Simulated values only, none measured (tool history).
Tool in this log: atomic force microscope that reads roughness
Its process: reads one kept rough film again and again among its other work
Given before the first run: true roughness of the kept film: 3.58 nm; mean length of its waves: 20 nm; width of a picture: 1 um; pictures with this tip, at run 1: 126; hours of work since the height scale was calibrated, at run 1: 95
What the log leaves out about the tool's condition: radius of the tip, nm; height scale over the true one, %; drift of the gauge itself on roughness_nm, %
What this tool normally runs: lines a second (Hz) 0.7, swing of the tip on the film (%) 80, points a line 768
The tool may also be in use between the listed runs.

run	hour	lines a second (Hz)	swing of the tip on the film (%)	points a line	pictures with this tip	hours of work since the height scale was calibrated	roughness of the kept film (nm (root mean square))
1	0	0.7	80	768	126	95	2.417
2	9.6	0.7	80	768	136	100	2.421
3	20	0.7	80	667	146	106	2.374
4	25	0.7	80	768	151	109	2.368
5	32.8	0.7	80	768	159	113	2.375
6	41.2	0.7	80	768	168	118	2.347
7	50.3	0.7	80	768	177	123	2.348
8	55.6	0.7	80	768	182	126	2.328
9	63.5	0.7	80	768	190	131	2.298
10	70.5	0.7	80	768	197	134	2.3
11	80.1	0.7	74	768	207	140	2.287
# hour 82.1: new tip fitted
12	90.6	0.816	80	768	8	145	2.736
13	96	0.7	80	615	14	148	2.734
14	105.8	0.7	80	615	24	154	2.684
15	115.8	0.7	80	615	34	159	2.667
16	122.6	0.7	80	615	41	163	2.64
17	129.8	0.7	80	615	48	167	2.637
# hour 131.7: height scale calibrated on a step standard
18	137.9	0.7	80	615	55	3	2.642
19	143.3	0.7	67	768	61	7	2.668
20	153.1	0.7	67	768	71	12	2.633
21	157.4	0.976	80	768	75	14	2.545
22	162.6	0.7	80	768	80	17	2.548
23	170.5	0.7	76	768	88	22	2.552
# hour 175.8: height scale calibrated on a step standard, once more
24	179.7	0.7	76	768	97	2	2.543
25	184.1	0.614	69	732	101	5	2.58
26	192.1	0.878	68	345	109	9	2.49
27	198.7	1.888	85	319	116	13	2.272

Forecast run 28:
28	205.6	2.169	80	734	123	17	?

{"run 28": {"roughness of the kept film (nm (root mean square))": 2.31}}
The same run, on a tool lacking any hidden state, would have yielded roughness of the kept film (nm (root mean square)) 2.586.
